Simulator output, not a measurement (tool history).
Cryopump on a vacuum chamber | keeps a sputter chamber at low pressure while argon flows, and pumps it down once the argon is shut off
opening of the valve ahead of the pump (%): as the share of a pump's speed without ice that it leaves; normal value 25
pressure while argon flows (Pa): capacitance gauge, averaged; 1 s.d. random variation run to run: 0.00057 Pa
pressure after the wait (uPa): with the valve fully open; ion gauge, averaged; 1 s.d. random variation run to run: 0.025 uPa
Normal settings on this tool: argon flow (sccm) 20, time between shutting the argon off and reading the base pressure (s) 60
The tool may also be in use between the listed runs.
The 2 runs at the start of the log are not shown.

| run | day | argon flow (sccm) | time between shutting the argon off and reading the base pressure (s) | opening of the valve ahead of the pump (%) | pressure while argon flows (Pa) | pressure after the wait (uPa) |
|---|---|---|---|---|---|---|
| 3 | 1.383 | 20 | 60 | 25 | 0.0698 | 2.95 |
| 4 | 1.929 | 20 | 60 | 25 | 0.0712 | 2.96 |
| 5 | 2.746 | 20 | 60 | 25 | 0.0697 | 3.04 |
| 6 | 3.662 | 20 | 60 | 25 | 0.0698 | 2.95 |
| 7 | 4.688 | 20 | 60 | 25 | 0.0698 | 3 |
| 8 | 5.354 | 20 | 134 | 25 | 0.0705 | 2.56 |
| 9 | 6.221 | 20 | 134 | 25 | 0.0709 | 2.5 |
| 10 | 7.075 | 20 | 134 | 25 | 0.0711 | 2.63 |
| 11 | 7.75 | 20 | 60 | 25 | 0.0711 | 3.04 |
| 12 | 8.671 | 20 | 170 | 25 | 0.0708 | 2.58 |
| 13 | 9.129 | 20 | 60 | 25 | 0.0705 | 3.13 |
| 14 | 9.567 | 20 | 60 | 25 | 0.0709 | 3.04 |
| 15 | 10.475 | 20 | 60 | 25 | 0.0713 | 3.17 |
| 16 | 11.542 | 20 | 60 | 25 | 0.0703 | 3.23 |
| 17 | 12.304 | 20 | 60 | 25 | 0.0707 | 3.23 |
| 18 | 13.325 | 9 | 31 | 40 | 0.0206 | 4.01 |
| 19 | 13.821 | 9 | 31 | 40 | 0.0203 | 3.96 |
| 20 | 14.788 | 9 | 79 | 18 | 0.0442 | 3.12 |
| 21 | 15.312 | 9 | 79 | 18 | 0.0436 | 3.04 |
| 22 | 16.246 | 9 | 79 | 18 | 0.0444 | 3.13 |

What does the tool deliver on the next run?
| 23 | 17.221 | 17 | 150 | 43 | ? | ? |

Run 23 measured pressure while argon flows (Pa) 0.0363, pressure after the wait (uPa) 2.78.
With the hidden condition absent and the run-to-run variation left alone, this run would have shown pressure while argon flows (Pa) 0.0333, pressure after the wait (uPa) 0.46.
